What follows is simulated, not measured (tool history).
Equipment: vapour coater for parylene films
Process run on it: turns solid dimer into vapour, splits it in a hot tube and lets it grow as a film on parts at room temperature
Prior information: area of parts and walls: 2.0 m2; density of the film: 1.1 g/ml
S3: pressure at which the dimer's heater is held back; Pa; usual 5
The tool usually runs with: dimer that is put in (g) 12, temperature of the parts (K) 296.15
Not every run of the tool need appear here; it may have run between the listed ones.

run 1 hour=0 | dimer_that_is_put_in_(g)=12 temperature_of_the_parts_(K)=296.15 S3=5 | thickness_of_the_film_(nm)=3860
run 2 hour=31.3 | dimer_that_is_put_in_(g)=12 temperature_of_the_parts_(K)=296.15 S3=5 | thickness_of_the_film_(nm)=3880
run 3 hour=105.7 | dimer_that_is_put_in_(g)=12 temperature_of_the_parts_(K)=296.15 S3=5 | thickness_of_the_film_(nm)=3910
run 4 hour=173.8 | dimer_that_is_put_in_(g)=12 temperature_of_the_parts_(K)=296.15 S3=3.3 | thickness_of_the_film_(nm)=4170
run 5 hour=220.5 | dimer_that_is_put_in_(g)=12 temperature_of_the_parts_(K)=296.15 S3=3.3 | thickness_of_the_film_(nm)=4190
-- hour=254.8 trap's valve overhauled
run 6 hour=281.9 | dimer_that_is_put_in_(g)=12 temperature_of_the_parts_(K)=296.15 S3=9.16 | thickness_of_the_film_(nm)=3470
run 7 hour=340.8 | dimer_that_is_put_in_(g)=9 temperature_of_the_parts_(K)=296.15 S3=5 | thickness_of_the_film_(nm)=2890
run 8 hour=408.9 | dimer_that_is_put_in_(g)=9 temperature_of_the_parts_(K)=290.15 S3=5 | thickness_of_the_film_(nm)=3400
run 9 hour=475.3 | dimer_that_is_put_in_(g)=12 temperature_of_the_parts_(K)=296.15 S3=5 | thickness_of_the_film_(nm)=3890
run 10 hour=524.6 | dimer_that_is_put_in_(g)=12 temperature_of_the_parts_(K)=296.15 S3=5 | thickness_of_the_film_(nm)=3820
run 11 hour=599.1 | dimer_that_is_put_in_(g)=12 temperature_of_the_parts_(K)=296.15 S3=5 | thickness_of_the_film_(nm)=3860
-- hour=652.9 trap's valve overhauled
run 12 hour=665.9 | dimer_that_is_put_in_(g)=12 temperature_of_the_parts_(K)=296.15 S3=5 | thickness_of_the_film_(nm)=3880
run 13 hour=706.1 | dimer_that_is_put_in_(g)=12 temperature_of_the_parts_(K)=296.15 S3=5 | thickness_of_the_film_(nm)=3910
run 14 hour=742 | dimer_that_is_put_in_(g)=12 temperature_of_the_parts_(K)=293.15 S3=5 | thickness_of_the_film_(nm)=4150
run 15 hour=806.3 | dimer_that_is_put_in_(g)=12 temperature_of_the_parts_(K)=296.15 S3=5 | thickness_of_the_film_(nm)=3900
run 16 hour=844.2 | dimer_that_is_put_in_(g)=12 temperature_of_the_parts_(K)=296.15 S3=5 | thickness_of_the_film_(nm)=3890
run 17 hour=916.2 | dimer_that_is_put_in_(g)=12 temperature_of_the_parts_(K)=296.15 S3=10.53 | thickness_of_the_film_(nm)=3330
run 18 hour=951.8 | dimer_that_is_put_in_(g)=12 temperature_of_the_parts_(K)=296.15 S3=10.53 | thickness_of_the_film_(nm)=3380
-- hour=997.5 table's thermometer calibrated
run 19 hour=1012.1 | dimer_that_is_put_in_(g)=8 temperature_of_the_parts_(K)=296.15 S3=5 | thickness_of_the_film_(nm)=2560
-- hour=1056.6 trap's valve overhauled
run 20 hour=1066.7 | dimer_that_is_put_in_(g)=8 temperature_of_the_parts_(K)=288.15 S3=5 | thickness_of_the_film_(nm)=3160
run 21 hour=1113.9 | dimer_that_is_put_in_(g)=8 temperature_of_the_parts_(K)=288.15 S3=5 | thickness_of_the_film_(nm)=3150
run 22 hour=1166.3 | dimer_that_is_put_in_(g)=12 temperature_of_the_parts_(K)=296.15 S3=5 | thickness_of_the_film_(nm)=3900
run 23 hour=1226.4 | dimer_that_is_put_in_(g)=12 temperature_of_the_parts_(K)=296.15 S3=5 | thickness_of_the_film_(nm)=3870
run 24 hour=1291.4 | dimer_that_is_put_in_(g)=12 temperature_of_the_parts_(K)=296.15 S3=5 | thickness_of_the_film_(nm)=3870
run 25 hour=1362 | dimer_that_is_put_in_(g)=5 temperature_of_the_parts_(K)=305.15 S3=10.78 | thickness_of_the_film_(nm)=1100
run 26 hour=1412 | dimer_that_is_put_in_(g)=5 temperature_of_the_parts_(K)=305.15 S3=10.78 | thickness_of_the_film_(nm)=1100
-- hour=1455.8 trap's valve overhauled
run 27 hour=1483.7 | dimer_that_is_put_in_(g)=12 temperature_of_the_parts_(K)=294.15 S3=10.97 | thickness_of_the_film_(nm)=3530
run 28 hour=1543.9 | dimer_that_is_put_in_(g)=12 temperature_of_the_parts_(K)=294.15 S3=10.97 | thickness_of_the_film_(nm)=3460
run 29 hour=1602.2 | dimer_that_is_put_in_(g)=12 temperature_of_the_parts_(K)=300.15 S3=4.38 | thickness_of_the_film_(nm)=3570
run 30 hour=1661.4 | dimer_that_is_put_in_(g)=12 temperature_of_the_parts_(K)=295.15 S3=5 | thickness_of_the_film_(nm)=3990
run 31 hour=1715 | dimer_that_is_put_in_(g)=12 temperature_of_the_parts_(K)=295.15 S3=5 | thickness_of_the_film_(nm)=3970
run 32 hour=1759.7 | dimer_that_is_put_in_(g)=12 temperature_of_the_parts_(K)=295.15 S3=5 | thickness_of_the_film_(nm)=4000
run 33 hour=1797.2 | dimer_that_is_put_in_(g)=12 temperature_of_the_parts_(K)=295.15 S3=5 | thickness_of_the_film_(nm)=3960
run 34 hour=1829.4 | dimer_that_is_put_in_(g)=16 temperature_of_the_parts_(K)=299.15 S3=4.22 | thickness_of_the_film_(nm)=4950
-- hour=1854.5 trap's valve overhauled
run 35 hour=1873.6 | dimer_that_is_put_in_(g)=16 temperature_of_the_parts_(K)=295.15 S3=7.59 | thickness_of_the_film_(nm)=4930
run 36 hour=1923.3 | dimer_that_is_put_in_(g)=9 temperature_of_the_parts_(K)=306.15 S3=7.59 | thickness_of_the_film_(nm)=2080
run 37 hour=1975.1 | dimer_that_is_put_in_(g)=17 temperature_of_the_parts_(K)=296.15 S3=5 | thickness_of_the_film_(nm)=5450
run 38 hour=2013.5 | dimer_that_is_put_in_(g)=11 temperature_of_the_parts_(K)=298.15 S3=9.82 | thickness_of_the_film_(nm)=2930
run 39 hour=2071.1 | dimer_that_is_put_in_(g)=17 temperature_of_the_parts_(K)=296.15 S3=5 | thickness_of_the_film_(nm)=5480
run 40 hour=2135.8 | dimer_that_is_put_in_(g)=15 temperature_of_the_parts_(K)=291.15 S3=5 | thickness_of_the_film_(nm)=5460
run 41 hour=2201.1 | dimer_that_is_put_in_(g)=6 temperature_of_the_parts_(K)=295.15 S3=9.02 | thickness_of_the_film_(nm)=1780
-- hour=2253.9 trap's valve overhauled
run 42 hour=2279 | dimer_that_is_put_in_(g)=11 temperature_of_the_parts_(K)=292.15 S3=9.61 | thickness_of_the_film_(nm)=3460
run 43 hour=2325.2 | dimer_that_is_put_in_(g)=11 temperature_of_the_parts_(K)=292.15 S3=9.61 | thickness_of_the_film_(nm)=3480
run 44 hour=2392.5 | dimer_that_is_put_in_(g)=11 temperature_of_the_parts_(K)=292.15 S3=9.61 | thickness_of_the_film_(nm)=3490
run 45 hour=2465.4 | dimer_that_is_put_in_(g)=11 temperature_of_the_parts_(K)=292.15 S3=9.61 | thickness_of_the_film_(nm)=3490
run 46 hour=2509.5 | dimer_that_is_put_in_(g)=7 temperature_of_the_parts_(K)=294.15 S3=11.81 | thickness_of_the_film_(nm)=2050

Below are 3 alternative next runs, each starting from the tool's condition after run 46. Predict each:
run A hour=2545.2 | dimer_that_is_put_in_(g)=12 temperature_of_the_parts_(K)=296.15 S3=9.86 | thickness_of_the_film_(nm)=?
run B hour=2545.2 | dimer_that_is_put_in_(g)=7 temperature_of_the_parts_(K)=293.15 S3=11.81 | thickness_of_the_film_(nm)=?
run C hour=2545.2 | dimer_that_is_put_in_(g)=10 temperature_of_the_parts_(K)=296.15 S3=5 | thickness_of_the_film_(nm)=?

run=A thickness_of_the_film_(nm)=3370
run=B thickness_of_the_film_(nm)=2070
run=C thickness_of_the_film_(nm)=3190
Take away the tool's hidden state, keep each run's random variation, and the runs would have read:
run=A thickness_of_the_film_(nm)=3370
run=B thickness_of_the_film_(nm)=2070
run=C thickness_of_the_film_(nm)=3190

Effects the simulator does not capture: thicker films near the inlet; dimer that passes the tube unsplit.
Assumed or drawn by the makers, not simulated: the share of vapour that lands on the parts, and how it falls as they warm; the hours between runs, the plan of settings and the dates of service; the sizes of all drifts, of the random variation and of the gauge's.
